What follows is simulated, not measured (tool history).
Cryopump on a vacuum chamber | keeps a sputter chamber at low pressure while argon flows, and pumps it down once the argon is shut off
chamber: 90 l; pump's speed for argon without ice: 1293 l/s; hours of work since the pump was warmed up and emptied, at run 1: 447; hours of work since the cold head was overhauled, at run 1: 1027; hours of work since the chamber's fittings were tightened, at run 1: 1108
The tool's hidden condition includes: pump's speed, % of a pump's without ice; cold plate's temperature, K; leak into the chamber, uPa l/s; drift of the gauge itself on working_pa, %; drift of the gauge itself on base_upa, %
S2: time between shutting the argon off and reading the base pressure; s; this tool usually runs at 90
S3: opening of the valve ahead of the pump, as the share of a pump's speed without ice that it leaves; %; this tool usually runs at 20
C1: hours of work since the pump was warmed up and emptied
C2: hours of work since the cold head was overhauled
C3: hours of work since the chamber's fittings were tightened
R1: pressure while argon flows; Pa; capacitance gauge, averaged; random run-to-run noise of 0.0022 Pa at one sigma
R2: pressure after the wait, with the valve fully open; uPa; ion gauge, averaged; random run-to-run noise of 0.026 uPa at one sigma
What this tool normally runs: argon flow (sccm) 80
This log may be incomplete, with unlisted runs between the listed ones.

Run 1, hour 0.0: usual settings; C1 447; C2 1027; C3 1108. Result: R1 0.5530 Pa, R2 1.94 uPa.
Run 2, hour 47.4: usual settings but S3 34 %; C1 478; C2 1058; C3 1138. Result: R1 0.3346 Pa, R2 1.99 uPa.
Run 3, hour 119.2: usual settings but S3 29 %; C1 524; C2 1104; C3 1185. Result: R1 0.3922 Pa, R2 2.11 uPa.
Run 4, hour 169.1: usual settings but S3 29 %; C1 556; C2 1136; C3 1217. Result: R1 0.3955 Pa, R2 2.12 uPa.
At hour 203.3: pump warmed up, emptied and cooled again.
Run 5, hour 232.7: usual settings; C1 19; C2 1174; C3 1254. Result: R1 0.5266 Pa, R2 1.86 uPa.
Run 6, hour 299.2: usual settings but argon flow (sccm) 105, S3 32 %; C1 62; C2 1216; C3 1297. Result: R1 0.4366 Pa, R2 1.93 uPa.
Run 7, hour 340.5: usual settings but S2 109 s; C1 88; C2 1243; C3 1324. Result: R1 0.5316 Pa, R2 1.83 uPa.
Run 8, hour 411.7: usual settings but S2 109 s; C1 134; C2 1289; C3 1369. Result: R1 0.5317 Pa, R2 1.89 uPa.
At hour 450.5: leaking fittings of the chamber tightened, without venting.
Run 9, hour 460.6: usual settings but S2 37 s; C1 164; C2 1319; C3 7. Result: R1 0.5339 Pa, R2 2.36 uPa.
Run 10, hour 504.3: usual settings but S2 37 s; C1 192; C2 1347; C3 35. Result: R1 0.5328 Pa, R2 2.31 uPa.

Entry by entry between the runs, the difference in hidden state between the last listed run before and the first listed run after:
In the gap between runs 4 and 5: pump warmed up, emptied and cooled again (hour 203.3)
  pump's speed, % of a pump's without ice: 76.5 -> 98.8; cold plate's temperature, K: 12.96 -> 12.98; leak into the chamber, uPa l/s: 1271 -> 1300
  the result without the hidden state subtracted from the measured one, R1: +0.0349 -> +0.0034 Pa; R2: +1.07 -> +0.79 uPa
In the gap between runs 8 and 9: leaking fittings of the chamber tightened, without venting (hour 450.5)
  pump's speed, % of a pump's without ice: 93.5 -> 92.2; cold plate's temperature, K: 13.05 -> 13.07; leak into the chamber, uPa l/s: 1385 -> 345
  the result without the hidden state subtracted from the measured one, R1: +0.0096 -> +0.0113 Pa; R2: +0.94 -> +0.07 uPa
